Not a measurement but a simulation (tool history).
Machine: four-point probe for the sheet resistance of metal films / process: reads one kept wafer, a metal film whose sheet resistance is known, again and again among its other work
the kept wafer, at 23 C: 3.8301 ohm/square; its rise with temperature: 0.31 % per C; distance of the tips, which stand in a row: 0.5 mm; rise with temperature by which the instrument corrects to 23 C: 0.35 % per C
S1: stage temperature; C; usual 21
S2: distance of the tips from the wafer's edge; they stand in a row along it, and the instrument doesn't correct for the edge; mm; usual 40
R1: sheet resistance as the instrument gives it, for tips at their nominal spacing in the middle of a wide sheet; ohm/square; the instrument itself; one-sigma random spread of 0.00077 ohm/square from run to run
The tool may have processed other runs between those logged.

Run 1, hour 0.0: usual settings. Result: R1 3.838050 ohm/square.
Run 2, hour 24.5: usual settings but S1 34 C. Result: R1 3.818566 ohm/square.
Run 3, hour 40.3: usual settings but S1 34 C. Result: R1 3.817849 ohm/square.
Run 4, hour 55.0: usual settings but S2 20 mm. Result: R1 3.839241 ohm/square.
Run 5, hour 75.2: usual settings. Result: R1 3.837973 ohm/square.
Run 6, hour 95.2: usual settings. Result: R1 3.838296 ohm/square.
Run 7, hour 107.7: usual settings. Result: R1 3.838509 ohm/square.
Run 8, hour 123.1: usual settings but S2 9 mm. Result: R1 3.844033 ohm/square.
Run 9, hour 140.1: usual settings but S2 9 mm. Result: R1 3.844342 ohm/square.
Run 10, hour 165.3: usual settings but S2 9 mm. Result: R1 3.844620 ohm/square.
Run 11, hour 182.7: usual settings but S2 9 mm. Result: R1 3.844956 ohm/square.
Run 12, hour 206.8: usual settings. Result: R1 3.839847 ohm/square.
Run 13, hour 221.9: usual settings. Result: R1 3.837544 ohm/square.
Run 14, hour 234.4: usual settings but S2 15 mm. Result: R1 3.840167 ohm/square.
Run 15, hour 256.6: usual settings. Result: R1 3.837839 ohm/square.
Run 16, hour 277.0: usual settings but S2 31 mm. Result: R1 3.839629 ohm/square.
Run 17, hour 303.3: usual settings but S1 35 C, S2 31 mm. Result: R1 3.819207 ohm/square.
Run 18, hour 316.1: usual settings but S1 35 C, S2 31 mm. Result: R1 3.820458 ohm/square.
Run 19, hour 333.9: usual settings but S1 35 C, S2 31 mm. Result: R1 3.821046 ohm/square.
Run 20, hour 352.3: usual settings but S1 35 C, S2 31 mm. Result: R1 3.818101 ohm/square.
Run 21, hour 378.1: usual settings but S1 35 C, S2 31 mm. Result: R1 3.819883 ohm/square.
Run 22, hour 395.2: usual settings but S1 35 C, S2 31 mm. Result: R1 3.819572 ohm/square.
Run 23, hour 422.3: usual settings but S1 35 C, S2 31 mm. Result: R1 3.818797 ohm/square.
Run 24, hour 449.3: usual settings but S1 34 C, S2 34 mm. Result: R1 3.821410 ohm/square.

Run 25, settings as shown, results not yet in. Your forecast:
Run 25, hour 466.0: usual settings but S2 37 mm. Result: R1 ?.

Run 25 yielded R1 3.841390 ohm/square.
The same run, on a tool lacking any hidden state, would have yielded R1 3.833735 ohm/square.
